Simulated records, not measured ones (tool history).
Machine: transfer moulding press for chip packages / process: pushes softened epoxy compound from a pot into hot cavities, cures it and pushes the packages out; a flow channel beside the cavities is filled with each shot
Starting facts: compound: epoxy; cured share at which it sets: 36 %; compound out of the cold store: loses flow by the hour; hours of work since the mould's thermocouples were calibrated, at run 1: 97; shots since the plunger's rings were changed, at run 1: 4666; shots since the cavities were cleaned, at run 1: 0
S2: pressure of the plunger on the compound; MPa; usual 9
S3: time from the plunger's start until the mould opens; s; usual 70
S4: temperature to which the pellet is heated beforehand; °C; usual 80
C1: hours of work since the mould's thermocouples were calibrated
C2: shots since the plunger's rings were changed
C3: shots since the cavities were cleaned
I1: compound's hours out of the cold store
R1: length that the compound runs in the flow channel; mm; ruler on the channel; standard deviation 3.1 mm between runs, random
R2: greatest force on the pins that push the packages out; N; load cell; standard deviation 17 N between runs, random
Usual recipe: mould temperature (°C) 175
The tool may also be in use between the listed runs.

Run 1, hour 0: usual settings; C1 97; C2 4666; C3 0; I1 19.2. Result: R1 584 mm, R2 897 N.
Run 2, hour 14.6: usual settings but mould temperature (°C) 177; C1 108; C2 4931; C3 265; I1 36.9. Result: R1 526 mm, R2 864 N.
Run 3, hour 25.9: usual settings but mould temperature (°C) 171; C1 117; C2 5138; C3 472; I1 14.1. Result: R1 596 mm, R2 1618 N.
At hour 30.2: cavities cleaned with cleaning compound and waxed.
Run 4, hour 35.4: usual settings but mould temperature (°C) 169; C1 123; C2 5282; C3 94; I1 16.9. Result: R1 591 mm, R2 1370 N.
Run 5, hour 50.3: usual settings but mould temperature (°C) 169; C1 134; C2 5555; C3 367; I1 10.1. Result: R1 610 mm, R2 1658 N.
Run 6, hour 57.6: usual settings but mould temperature (°C) 169; C1 139; C2 5686; C3 498; I1 19.1. Result: R1 578 mm, R2 1712 N.
At hour 60.3: cavities cleaned with cleaning compound and waxed.
Run 7, hour 66.5: usual settings but mould temperature (°C) 169; C1 145; C2 5822; C3 114; I1 22.6. Result: R1 566 mm, R2 1361 N.
At hour 82.8: plunger's sealing rings changed.
Run 8, hour 83.8: usual settings but S4 86 °C; C1 156; C2 18; C3 383; I1 28.9. Result: R1 608 mm, R2 1091 N.
At hour 93.1: cavities cleaned with cleaning compound and waxed.
Run 9, hour 99.4: usual settings but S4 86 °C; C1 167; C2 275; C3 116; I1 16.7. Result: R1 646 mm, R2 927 N.
Run 10, hour 107.2: usual settings but S4 86 °C; C1 172; C2 416; C3 257; I1 40.5. Result: R1 572 mm, R2 938 N.
Run 11, hour 119.6: usual settings but S4 86 °C; C1 182; C2 642; C3 483; I1 41.1. Result: R1 570 mm, R2 1059 N.
At hour 123.6: cavities cleaned with cleaning compound and waxed.
Run 12, hour 129.6: usual settings but S3 65 s, S4 86 °C; C1 188; C2 797; C3 109; I1 17. Result: R1 638 mm, R2 1110 N.
Run 13, hour 144: usual settings; C1 199; C2 1058; C3 370; I1 13.5. Result: R1 652 mm, R2 1129 N.
At hour 153.1: cavities cleaned with cleaning compound and waxed.
Run 14, hour 158.9: usual settings but S4 88 °C; C1 209; C2 1302; C3 105; I1 35.1. Result: R1 576 mm, R2 881 N.
Run 15, hour 172.7: usual settings but S4 88 °C; C1 219; C2 1553; C3 356; I1 14.8. Result: R1 633 mm, R2 1091 N.
At hour 183: cavities cleaned with cleaning compound and waxed.
Run 16, hour 183: usual settings but mould temperature (°C) 173, S2 10.15 MPa, S3 98 s; C1 226; C2 1713; C3 0; I1 33.4. Result: R1 621 mm, R2 518 N.
Run 17, hour 196: usual settings but mould temperature (°C) 173, S2 10.15 MPa, S3 98 s; C1 236; C2 1950; C3 237; I1 46.3. Result: R1 577 mm, R2 588 N.
Run 18, hour 206.7: usual settings but mould temperature (°C) 170, S2 8.38 MPa, S3 57 s, S4 87 °C; C1 244; C2 2145; C3 432; I1 45.7. Result: R1 526 mm, R2 2190 N.
At hour 212.7: cavities cleaned with cleaning compound and waxed.
Run 19, hour 216.1: usual settings but S4 75 °C; C1 250; C2 2288; C3 60; I1 22.5. Result: R1 607 mm, R2 927 N.
Run 20, hour 223.7: usual settings but mould temperature (°C) 180, S3 85 s; C1 255; C2 2427; C3 199; I1 15.2. Result: R1 619 mm, R2 564 N.
Run 21, hour 237.7: usual settings but S2 8.27 MPa, S3 89 s, S4 78 °C; C1 266; C2 2683; C3 455; I1 20.5. Result: R1 579 mm, R2 716 N.
At hour 243: cavities cleaned with cleaning compound and waxed.
Run 22, hour 245.7: usual settings but S2 8.27 MPa, S3 89 s, S4 78 °C; C1 271; C2 2801; C3 50; I1 22.3. Result: R1 571 mm, R2 565 N.
Run 23, hour 257.2: usual settings but mould temperature (°C) 171, S2 8.2 MPa, S3 96 s, S4 74 °C; C1 279; C2 3011; C3 260; I1 31.4. Result: R1 551 mm, R2 705 N.
At hour 272.9: cavities cleaned with cleaning compound and waxed.
Run 24, hour 273.4: usual settings but mould temperature (°C) 173, S2 10.55 MPa, S3 62 s, S4 74 °C; C1 290; C2 3277; C3 8; I1 11.2. Result: R1 682 mm, R2 1476 N.
Run 25, hour 289.1: usual settings but mould temperature (°C) 178, S2 10.55 MPa, S3 62 s, S4 74 °C; C1 302; C2 3562; C3 293; I1 47.3. Result: R1 559 mm, R2 1178 N.
Run 26, hour 298.2: usual settings but mould temperature (°C) 178, S2 10.55 MPa, S3 73 s, S4 74 °C; C1 309; C2 3728; C3 459; I1 40. Result: R1 577 mm, R2 863 N.
At hour 303: cavities cleaned with cleaning compound and waxed.
Run 27, hour 314.7: usual settings but mould temperature (°C) 183, S2 9.76 MPa, S3 88 s, S4 74 °C; C1 320; C2 4001; C3 211; I1 22. Result: R1 594 mm, R2 554 N.
Run 28, hour 324.1: usual settings but S3 58 s, S4 72 °C; C1 327; C2 4172; C3 382; I1 47.3. Result: R1 515 mm, R2 1753 N.
At hour 333: cavities cleaned with cleaning compound and waxed.
Run 29, hour 338.7: usual settings but S2 10.94 MPa, S3 54 s, S4 82 °C; C1 337; C2 4411; C3 104; I1 23.2. Result: R1 633 mm, R2 1845 N.

Predict each of these 3 candidate next runs independently; none follows another, all start after run 29:
At hour 348: mould's thermocouples calibrated.
Run A, hour 350.9: usual settings but mould temperature (°C) 169, S3 73 s, S4 81 °C; C1 2; C2 4596; C3 289; I1 31.7. Result: R1 ?, R2 ?.
At hour 348: mould's thermocouples calibrated.
Run B, hour 350.9: usual settings but S3 80 s, S4 85 °C; C1 2; C2 4596; C3 289; I1 14.7. Result: R1 ?, R2 ?.
At hour 348: mould's thermocouples calibrated.
Run C, hour 350.9: usual settings but mould temperature (°C) 170, S2 10.32 MPa, S3 54 s, S4 86 °C; C1 2; C2 4596; C3 289; I1 28.6. Result: R1 ?, R2 ?.

run   R1    R2
  A  557  1282
  B  601   738
  C  605  2308
Stripped of hidden state, with their random variation kept, the same runs would have yielded:
run   R1    R2
  A  609  1038
  B  658   595
  C  662  1854
